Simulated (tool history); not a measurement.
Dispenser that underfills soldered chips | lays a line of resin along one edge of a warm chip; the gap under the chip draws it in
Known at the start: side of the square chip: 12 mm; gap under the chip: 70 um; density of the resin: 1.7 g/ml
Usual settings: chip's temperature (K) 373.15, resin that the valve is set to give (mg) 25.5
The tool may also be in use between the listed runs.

run,day,chip's temperature (K),resin that the valve is set to give (mg),time until the resin shows at the far edge (s),resin that the valve gave (mg)
1,0,373.15,25.5,77.3,24.76
# day 0.292: new syringe of resin
2,0.304,359.15,25.5,115.5,24.65
# day 0.6: new syringe of resin
3,0.725,371.15,25.5,88.5,24.48
# day 0.912: new syringe of resin
4,1.129,371.15,25.5,104.8,24.36
# day 1.246: new syringe of resin
# day 1.579: new syringe of resin
5,1.762,371.15,25.5,95.4,24.29
# day 1.896: new syringe of resin
# day 2.225: new syringe of resin
# day 2.267: dispensing valve cleaned and set on the balance
6,2.267,373.15,31.8,68.6,32.07
# day 2.6: new syringe of resin
7,2.6,363.15,25.5,97.8,25.49
# day 2.908: new syringe of resin
8,3.158,363.15,25.5,139.7,25.24
# day 3.238: new syringe of resin
# day 3.583: new syringe of resin
9,3.629,373.15,25.5,71.8,25.2
# day 3.925: new syringe of resin
10,4.075,373.15,25.5,86.2,25.14
# day 4.233: new syringe of resin
11,4.396,373.15,25.5,87.8,24.97
# day 4.583: new syringe of resin
# day 4.908: new syringe of resin
12,4.979,373.15,25.5,73.5,24.96
# day 5.217: new syringe of resin
13,5.429,373.15,25.5,91.8,24.87
# day 5.533: new syringe of resin
# day 5.871: new syringe of resin
14,6.075,373.15,25.5,93.2,24.61
# day 6.208: new syringe of resin
15,6.454,373.15,25.5,98.7,24.51
# day 6.521: new syringe of resin
# day 6.854: new syringe of resin
16,6.871,373.15,25.5,69.9,24.53
# day 7.192: new syringe of resin
17,7.358,360.15,26.2,136,25.07
# day 7.5: new syringe of resin
# day 7.658: dispensing valve cleaned and set on the balance
# day 7.862: new syringe of resin
18,8.038,371.15,31.9,90.5,31.78
# day 8.183: new syringe of resin
# day 8.492: new syringe of resin
19,8.662,371.15,24.9,92.8,24.82
# day 8.812: new syringe of resin
# day 9.129: new syringe of resin
20,9.138,366.15,32.8,85,32.49
# day 9.446: new syringe of resin
21,9.658,378.15,21.8,81.1,21.36
# day 9.75: new syringe of resin
# day 10.075: new syringe of resin
22,10.092,372.15,26.7,71.3,26.24
# day 10.383: new syringe of resin
23,10.588,372.15,26.7,93.3,26.01
# day 10.712: new syringe of resin
24,10.871,372.15,26.7,86.1,25.98
# day 11.029: new syringe of resin
# day 11.362: new syringe of resin
25,11.525,364.15,27.7,114.3,26.68
# day 11.683: new syringe of resin
# day 12.008: new syringe of resin
26,12.096,381.15,31.9,57.2,30.49
# day 12.354: new syringe of resin
27,12.45,381.15,31.9,57.5,30.43
# day 12.667: new syringe of resin
28,12.738,381.15,31.9,56.2,30.29
# day 12.996: new syringe of resin
# day 13.038: dispensing valve cleaned and set on the balance
29,13.188,381.15,27.5,61.4,27.45
# day 13.396: new syringe of resin
30,13.533,375.15,22.2,77.8,22.05
# day 13.708: new syringe of resin
# day 14.025: new syringe of resin
31,14.179,374.15,30.8,78.3,30.53
# day 14.371: new syringe of resin
32,14.612,377.15,25.5,80.6,25.15

Forecast each of these 3 alternatives for the next run:
# day 14.696: new syringe of resin
# day 15.025: new syringe of resin
A,15.192,362.15,28.1,?,?
# day 14.696: new syringe of resin
# day 15.025: new syringe of resin
B,15.192,381.15,25.6,?,?
# day 14.696: new syringe of resin
# day 15.025: new syringe of resin
C,15.192,382.15,29,?,?

run,time until the resin shows at the far edge (s),resin that the valve gave (mg)
A,121.1,27.58
B,64.5,24.97
C,60.4,28.53
Without the tool's hidden state the same runs would have given:
run,time until the resin shows at the far edge (s),resin that the valve gave (mg)
A,102.1,28.16
B,54,25.5
C,50.6,29.13

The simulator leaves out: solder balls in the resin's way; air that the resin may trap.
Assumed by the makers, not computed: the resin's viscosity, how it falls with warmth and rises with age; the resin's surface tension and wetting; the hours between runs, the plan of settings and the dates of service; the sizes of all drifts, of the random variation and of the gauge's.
